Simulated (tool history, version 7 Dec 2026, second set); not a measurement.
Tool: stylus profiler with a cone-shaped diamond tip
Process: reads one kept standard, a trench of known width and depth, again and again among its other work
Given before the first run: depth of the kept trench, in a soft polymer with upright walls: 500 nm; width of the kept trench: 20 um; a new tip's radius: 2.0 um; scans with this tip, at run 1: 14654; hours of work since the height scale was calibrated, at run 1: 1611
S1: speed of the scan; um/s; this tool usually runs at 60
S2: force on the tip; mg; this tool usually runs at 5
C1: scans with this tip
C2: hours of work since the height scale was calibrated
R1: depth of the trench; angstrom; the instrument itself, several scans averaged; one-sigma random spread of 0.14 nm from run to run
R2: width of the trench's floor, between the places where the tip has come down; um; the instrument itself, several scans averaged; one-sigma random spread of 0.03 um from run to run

run     day   S1     S2     C1    C2      R1     R2
  1       0   60      5  14654  1611  5108.6  16.53
  2   1.708   60      5  14933  1641  5106.9  16.62
  3   5.046   53      5  15479  1701  5107.8  16.53
  4   6.771   53      5  15762  1732  5107.9  16.52
  5   8.754   53      5  16086  1768  5104.3  16.49
  6  11.496   60      5  16534  1817  5106.9   16.5
  7  13.579   60      5  16875  1855  5108.3  16.45
  8  15.012   60      5  17110  1881  5106.9  16.47
  9  16.879   60      5  17415  1914  5104.3  16.46
 10  18.654   60      5  17706  1946  5102.6  16.44
 11  20.183   60      5  17956  1974    5104  16.42
 12  22.146   60      5  18277  2009  5105.2   16.4
 13  25.025   60      5  18747  2061  5100.5  16.36
 14  28.342   60      5  19290  2120    5102  16.42
 15  31.358  109      5  19784  2175  5099.9   16.2
     32.912  -- height scale calibrated on a step standard
 16  34.292  215      5  20260    25  5080.2  15.84
 17  35.775  215      5  20503    51  5082.9  15.83
 18  37.475   60   3.63  20781    82  5055.9  16.29
 19  39.062   85  11.83  21040   111  5186.2  16.36
 20  41.338   78   4.01  21413   152  5060.6  16.21
 21  43.158   63   4.01  21711   184  5059.5   16.3
 22  46.162  175   6.82  22202   238  5105.9  15.98
 23  47.858   44    4.7  22480   269  5070.3  16.35

The next listed run, before its measurement:
 24  49.65  44  4.7  22773  301   ?   ?

Run 24 produced R1 5075.1 angstrom, R2 16.33 um.
If the tool had no hidden condition, the same run with the same run-to-run variation would have returned R1 5131.7 angstrom, R2 17.18 um.

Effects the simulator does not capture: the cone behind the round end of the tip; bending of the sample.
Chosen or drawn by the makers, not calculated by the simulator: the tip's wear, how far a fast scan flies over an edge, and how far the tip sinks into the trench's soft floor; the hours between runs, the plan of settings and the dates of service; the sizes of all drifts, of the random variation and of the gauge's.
